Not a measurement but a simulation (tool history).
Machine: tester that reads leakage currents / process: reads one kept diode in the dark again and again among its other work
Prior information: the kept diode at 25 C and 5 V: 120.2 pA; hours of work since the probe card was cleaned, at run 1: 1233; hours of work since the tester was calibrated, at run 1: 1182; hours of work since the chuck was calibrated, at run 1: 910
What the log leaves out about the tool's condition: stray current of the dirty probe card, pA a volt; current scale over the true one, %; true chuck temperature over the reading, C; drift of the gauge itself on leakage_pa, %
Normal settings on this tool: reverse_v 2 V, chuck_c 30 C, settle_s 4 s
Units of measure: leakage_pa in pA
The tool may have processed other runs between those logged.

run	hour	reverse_v	chuck_c	settle_s	hours of work since the probe card was cleaned	hours of work since the tester was calibrated	hours of work since the chuck was calibrated	leakage_pa
1	0	2	30	4	1233	1182	910	137.84
2	26.2	16.72	30	4	1252	1201	930	290.05
3	60.7	10.81	30	4	1278	1227	955	247.53
# hour 67.2: probe card cleaned and baked
4	95.9	2	30	4	21	1251	979	139.3
5	116.5	2	30	1.86	36	1266	994	139.62
6	153	2	30	1.86	63	1293	1021	139.12
7	177.4	1.71	37	1.35	81	1311	1039	218.06
8	216.1	1.71	37	1.35	110	1339	1068	218.83
9	235.8	9.18	37	1.35	125	1354	1082	390.66
10	262.2	9.18	37	1.35	144	1373	1102	392.81

What if the next run were any one of these 5? Each begins from the tool's condition after run 10:
A	292.7	18.59	26	2.94	167	1396	1124	?
B	292.7	5.04	28	5.73	167	1396	1124	?
C	292.7	7.15	47	0.45	167	1396	1124	?
D	292.7	1.16	30	0.43	167	1396	1124	?
E	292.7	6.26	49	0.93	167	1396	1124	?

run	leakage_pa
A	242.52
B	168.19
C	697.57
D	118.01
E	760.11
Without the tool's hidden state the same runs would have given:
run	leakage_pa
A	201.75
B	151.5
C	652.83
D	109.87
E	713.85
